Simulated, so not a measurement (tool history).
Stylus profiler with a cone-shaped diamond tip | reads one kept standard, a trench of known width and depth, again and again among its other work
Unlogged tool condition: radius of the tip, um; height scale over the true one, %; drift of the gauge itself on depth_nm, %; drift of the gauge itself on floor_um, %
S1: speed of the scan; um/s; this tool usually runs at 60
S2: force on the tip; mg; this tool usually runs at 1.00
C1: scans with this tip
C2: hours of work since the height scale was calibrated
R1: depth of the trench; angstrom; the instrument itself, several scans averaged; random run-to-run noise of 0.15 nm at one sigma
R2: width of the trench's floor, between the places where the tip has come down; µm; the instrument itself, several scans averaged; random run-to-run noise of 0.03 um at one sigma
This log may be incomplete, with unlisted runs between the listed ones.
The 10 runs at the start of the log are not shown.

run	hour	S1	S2	C1	C2	R1	R2
11	681.6	60	1.00	8972	1603	10086.2	44.79
12	751.3	60	1.00	9133	1632	10086.6	44.74
13	841.8	60	1.00	9343	1670	10089.1	44.72
14	915.3	60	1.00	9514	1700	10088.9	44.68
15	993.9	60	1.00	9696	1733	10085.6	44.79
# hour 1074.2: height scale calibrated on a step standard
16	1083.3	60	0.86	9902	4	10090.5	44.58
17	1164.5	60	1.00	10090	37	10096.0	44.64
18	1245.6	60	1.00	10278	71	10095.3	44.57
19	1295.9	60	1.00	10395	92	10099.3	44.66
20	1401.7	60	0.44	10640	136	10071.0	44.35
21	1503.7	60	0.44	10877	178	10070.4	44.39
22	1575.8	60	0.44	11044	208	10070.0	44.47

Run 23, settings as shown, results not yet in. Your forecast:
# hour 1599.9: height scale calibrated on a step standard, once more
23	1637.9	60	0.44	11187	16	?	?

Run 23 measured R1 10042.0 angstrom, R2 44.44 µm.
With the hidden condition absent and the run-to-run variation left alone, this run would have shown R1 10040.6 angstrom, R2 45.65 µm.

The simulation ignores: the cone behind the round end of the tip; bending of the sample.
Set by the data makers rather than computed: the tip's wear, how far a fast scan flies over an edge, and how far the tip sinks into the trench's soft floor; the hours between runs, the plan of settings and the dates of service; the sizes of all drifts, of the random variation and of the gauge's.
